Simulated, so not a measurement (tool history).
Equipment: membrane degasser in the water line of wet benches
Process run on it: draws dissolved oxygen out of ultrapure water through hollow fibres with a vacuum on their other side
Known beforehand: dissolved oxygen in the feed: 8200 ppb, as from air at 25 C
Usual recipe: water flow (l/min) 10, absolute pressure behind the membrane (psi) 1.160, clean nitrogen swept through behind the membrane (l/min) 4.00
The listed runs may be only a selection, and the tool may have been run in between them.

run,hour,water flow (l/min),absolute pressure behind the membrane (psi),clean nitrogen swept through behind the membrane (l/min),dissolved oxygen in the water behind the degasser (ppb),pressure that the water loses in the fibres (psi)
1,0.0,10,1.160,4.00,85.0,4.128
2,170.3,10,1.160,4.00,85.7,4.141
3,317.6,10,1.160,4.00,87.4,4.141
4,473.3,10,1.160,4.00,88.3,4.158
5,763.4,10,1.160,4.00,86.6,4.161
6,961.3,10,1.160,4.00,85.6,4.139
7,1164.7,10,1.160,3.59,89.9,4.164
8,1431.3,10,1.160,6.10,76.1,4.055
# hour 1706.4: vacuum gauge calibrated
9,1724.1,10,1.160,6.10,76.3,4.151
10,1993.7,10,1.160,6.10,77.0,4.129
11,2122.2,10,1.160,6.10,78.2,4.147
12,2290.1,10,1.160,6.10,78.7,4.171
13,2499.6,10,1.565,6.10,90.4,4.144
14,2710.5,10,2.028,4.00,123.0,4.089
15,2938.5,10,2.028,4.00,125.0,4.093
16,3112.4,10,2.028,4.00,124.9,4.128
17,3303.5,10,0.860,6.88,67.6,4.129
18,3571.5,10,0.860,6.88,66.7,4.131
19,3737.0,10,0.860,6.88,67.1,4.138
20,3995.7,10,0.860,6.88,67.5,4.132
21,4235.4,13,1.160,4.00,168.1,5.348
22,4528.6,10,2.731,4.00,154.6,4.116
23,4650.8,8,1.014,9.92,32.7,3.285
24,4796.9,8,1.014,9.92,32.7,3.282

Estimate the outcome of run 25 from the log above:
25,5001.5,8,1.160,1.80,?,?

{"run 25": {"dissolved oxygen in the water behind the degasser (ppb)": 77.8, "pressure that the water loses in the fibres (psi)": 3.304}}
With the hidden condition absent and the run-to-run variation left alone, this run would have shown dissolved oxygen in the water behind the degasser (ppb) 77.6, pressure that the water loses in the fibres (psi) 3.300.
